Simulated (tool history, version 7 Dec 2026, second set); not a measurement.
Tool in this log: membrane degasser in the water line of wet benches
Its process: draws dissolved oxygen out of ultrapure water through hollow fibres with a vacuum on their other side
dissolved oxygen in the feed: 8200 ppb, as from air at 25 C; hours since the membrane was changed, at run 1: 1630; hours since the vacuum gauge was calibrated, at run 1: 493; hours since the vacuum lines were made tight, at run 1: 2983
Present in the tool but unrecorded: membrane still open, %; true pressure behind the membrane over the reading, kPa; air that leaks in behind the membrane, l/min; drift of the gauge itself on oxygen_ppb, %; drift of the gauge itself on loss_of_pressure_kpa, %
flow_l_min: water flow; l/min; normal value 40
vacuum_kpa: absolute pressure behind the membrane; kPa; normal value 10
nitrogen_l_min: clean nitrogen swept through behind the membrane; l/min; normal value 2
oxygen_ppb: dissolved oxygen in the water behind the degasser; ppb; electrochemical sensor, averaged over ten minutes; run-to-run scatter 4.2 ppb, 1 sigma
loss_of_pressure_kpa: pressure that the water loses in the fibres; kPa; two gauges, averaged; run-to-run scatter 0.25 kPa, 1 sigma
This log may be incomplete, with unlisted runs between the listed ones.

run	hour	flow_l_min	vacuum_kpa	nitrogen_l_min	hours since the membrane was changed	hours since the vacuum gauge was calibrated	hours since the vacuum lines were made tight	oxygen_ppb	loss_of_pressure_kpa
1	0	40	10	2	1630	493	2983	432.2	65.98
2	55.2	40	10	2	1685	548	3038	422.7	65.97
3	98	40	10	3.11	1728	591	3081	330.8	66.17
4	167.7	40	10	3.11	1797	661	3150	338.5	66.48
5	228.7	40	10	3.11	1858	722	3211	336.4	66.5
6	282.7	40	10	2	1912	776	3265	428.5	65.68

What does the tool deliver on the next run?
7	349.4	24	16.6	2.46	1979	843	3332	?	?

{"run 7": {"oxygen_ppb": 313, "loss_of_pressure_kpa": 39.85}}
Take away the tool's hidden state, keep the run-to-run variation as it was, and the same run would have given oxygen_ppb 307.6 ppb, loss_of_pressure_kpa 39.34 kPa.

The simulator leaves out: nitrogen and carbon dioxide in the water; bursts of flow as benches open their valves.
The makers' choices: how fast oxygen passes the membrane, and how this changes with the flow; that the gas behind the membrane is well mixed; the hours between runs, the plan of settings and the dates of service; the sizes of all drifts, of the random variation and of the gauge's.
